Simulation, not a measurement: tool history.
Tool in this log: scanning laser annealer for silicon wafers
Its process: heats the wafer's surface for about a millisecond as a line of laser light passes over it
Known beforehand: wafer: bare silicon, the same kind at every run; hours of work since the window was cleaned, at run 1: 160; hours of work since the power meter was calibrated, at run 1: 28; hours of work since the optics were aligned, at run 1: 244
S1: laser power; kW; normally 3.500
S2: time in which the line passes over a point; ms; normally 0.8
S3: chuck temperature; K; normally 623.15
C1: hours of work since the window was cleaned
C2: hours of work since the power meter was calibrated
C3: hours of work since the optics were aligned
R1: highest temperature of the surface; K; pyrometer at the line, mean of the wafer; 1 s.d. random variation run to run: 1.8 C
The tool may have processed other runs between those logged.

{"run": 1, "hour": 0.0, "S1": 3.5, "S2": 0.8, "S3": 623.15, "C1": 160, "C2": 28, "C3": 244, "R1": 1307.15}
{"run": 2, "hour": 5.9, "S1": 3.42, "S2": 0.8, "S3": 623.15, "C1": 163, "C2": 31, "C3": 247, "R1": 1290.15}
{"run": 3, "hour": 11.0, "S1": 3.42, "S2": 0.8, "S3": 623.15, "C1": 166, "C2": 34, "C3": 250, "R1": 1287.15}
{"run": 4, "hour": 18.7, "S1": 3.42, "S2": 0.8, "S3": 661.15, "C1": 170, "C2": 39, "C3": 255, "R1": 1327.15}
{"run": 5, "hour": 28.5, "S1": 3.42, "S2": 0.8, "S3": 661.15, "C1": 176, "C2": 45, "C3": 260, "R1": 1328.15}
{"run": 6, "hour": 39.3, "S1": 3.42, "S2": 0.8, "S3": 661.15, "C1": 183, "C2": 51, "C3": 267, "R1": 1329.15}
{"run": 7, "hour": 50.5, "S1": 3.42, "S2": 0.8, "S3": 661.15, "C1": 189, "C2": 58, "C3": 273, "R1": 1326.15}
{"run": 8, "hour": 55.9, "S1": 3.42, "S2": 0.8, "S3": 661.15, "C1": 192, "C2": 61, "C3": 276, "R1": 1323.15}
{"run": 9, "hour": 61.6, "S1": 3.42, "S2": 0.8, "S3": 661.15, "C1": 196, "C2": 64, "C3": 280, "R1": 1323.15}
{"run": 10, "hour": 69.8, "S1": 3.42, "S2": 0.8, "S3": 661.15, "C1": 200, "C2": 69, "C3": 284, "R1": 1322.15}

For run 11, what comes out?
{"run": 11, "hour": 80.3, "S1": 3.5, "S2": 0.8, "S3": 623.15, "C1": 206, "C2": 75, "C3": 291, "R1": "?"}

R1: 1308.15 K
If the tool had no hidden condition, the same run with the same run-to-run variation would have returned R1 1326.15 K.

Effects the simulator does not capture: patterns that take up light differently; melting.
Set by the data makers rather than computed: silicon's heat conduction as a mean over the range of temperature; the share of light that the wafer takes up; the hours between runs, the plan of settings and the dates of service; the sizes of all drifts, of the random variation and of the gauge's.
